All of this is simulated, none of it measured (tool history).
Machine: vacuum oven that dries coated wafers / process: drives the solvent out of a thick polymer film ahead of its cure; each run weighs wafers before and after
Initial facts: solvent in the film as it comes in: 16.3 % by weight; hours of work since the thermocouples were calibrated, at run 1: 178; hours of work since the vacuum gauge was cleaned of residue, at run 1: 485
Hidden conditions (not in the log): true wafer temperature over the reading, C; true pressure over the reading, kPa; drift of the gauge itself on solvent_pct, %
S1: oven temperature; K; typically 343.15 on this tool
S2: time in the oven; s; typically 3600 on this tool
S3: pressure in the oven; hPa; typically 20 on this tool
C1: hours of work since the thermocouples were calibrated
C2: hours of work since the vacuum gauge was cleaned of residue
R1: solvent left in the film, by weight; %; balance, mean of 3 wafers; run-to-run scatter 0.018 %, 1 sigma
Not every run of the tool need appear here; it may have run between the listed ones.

run 1 hour=0 | S1=343.15 S2=3600 S3=20 | C1=178 C2=485 | R1=2.1
run 2 hour=25.4 | S1=343.15 S2=3600 S3=20 | C1=197 C2=505 | R1=2.06
run 3 hour=52.2 | S1=343.15 S2=3600 S3=48.8 | C1=218 C2=526 | R1=3.82
run 4 hour=79.7 | S1=343.15 S2=3600 S3=20 | C1=240 C2=547 | R1=2.1
run 5 hour=104.9 | S1=343.15 S2=3600 S3=20.4 | C1=259 C2=567 | R1=2.12
run 6 hour=130.4 | S1=343.15 S2=3600 S3=20.4 | C1=279 C2=587 | R1=2.11
run 7 hour=156.1 | S1=343.15 S2=3600 S3=20 | C1=299 C2=607 | R1=2.13
run 8 hour=181 | S1=343.15 S2=3600 S3=20 | C1=319 C2=626 | R1=2.09
run 9 hour=202.8 | S1=343.15 S2=3600 S3=20 | C1=336 C2=643 | R1=2.09
run 10 hour=225.7 | S1=343.15 S2=3600 S3=20 | C1=354 C2=661 | R1=2.11
run 11 hour=252.4 | S1=354.15 S2=3600 S3=20 | C1=374 C2=682 | R1=0.97
run 12 hour=270.2 | S1=354.15 S2=4380 S3=20 | C1=388 C2=696 | R1=0.87
run 13 hour=294.8 | S1=343.15 S2=3600 S3=20 | C1=407 C2=715 | R1=2.1
run 14 hour=313.1 | S1=343.15 S2=3600 S3=20 | C1=422 C2=729 | R1=2.08
run 15 hour=338.7 | S1=343.15 S2=4800 S3=20 | C1=442 C2=749 | R1=1.6
run 16 hour=363.4 | S1=343.15 S2=4800 S3=20 | C1=461 C2=769 | R1=1.62
run 17 hour=379 | S1=343.15 S2=5340 S3=20 | C1=473 C2=781 | R1=1.51
run 18 hour=392.1 | S1=347.15 S2=3600 S3=20 | C1=483 C2=791 | R1=1.61
run 19 hour=417.7 | S1=347.15 S2=3600 S3=20 | C1=503 C2=811 | R1=1.57
run 20 hour=442.9 | S1=347.15 S2=3600 S3=20 | C1=523 C2=831 | R1=1.53
run 21 hour=463.2 | S1=343.15 S2=3600 S3=20 | C1=539 C2=847 | R1=2.11
run 22 hour=488.1 | S1=343.15 S2=3600 S3=20 | C1=558 C2=866 | R1=2.1
run 23 hour=504 | S1=355.15 S2=3600 S3=20 | C1=571 C2=878 | R1=0.92
run 24 hour=531.7 | S1=355.15 S2=3600 S3=20 | C1=592 C2=900 | R1=0.9
run 25 hour=543.7 | S1=338.15 S2=1920 S3=74.5 | C1=602 C2=909 | R1=8.49
run 26 hour=560.7 | S1=355.15 S2=4680 S3=22.9 | C1=615 C2=923 | R1=0.93
run 27 hour=584.4 | S1=355.15 S2=4680 S3=22.9 | C1=633 C2=941 | R1=0.91
run 28 hour=602.3 | S1=345.15 S2=2220 S3=11.3 | C1=647 C2=955 | R1=2.76
run 29 hour=618.9 | S1=345.15 S2=2220 S3=11.3 | C1=660 C2=968 | R1=2.74
run 30 hour=637.2 | S1=351.15 S2=3600 S3=20 | C1=674 C2=982 | R1=1.18
run 31 hour=658.5 | S1=356.15 S2=5160 S3=20 | C1=691 C2=999 | R1=0.74
run 32 hour=681.6 | S1=330.15 S2=2160 S3=20 | C1=709 C2=1017 | R1=6.92
run 33 hour=697.6 | S1=354.15 S2=2640 S3=20 | C1=722 C2=1029 | R1=1.34

Expected results for the next run?
run 34 hour=720.3 | S1=335.15 S2=2580 S3=53.6 | C1=739 C2=1047 | R1=?

{"run 34": {"R1": 7.21}}
Minus the tool's unlogged condition, the same run would have read R1 7.21 %.

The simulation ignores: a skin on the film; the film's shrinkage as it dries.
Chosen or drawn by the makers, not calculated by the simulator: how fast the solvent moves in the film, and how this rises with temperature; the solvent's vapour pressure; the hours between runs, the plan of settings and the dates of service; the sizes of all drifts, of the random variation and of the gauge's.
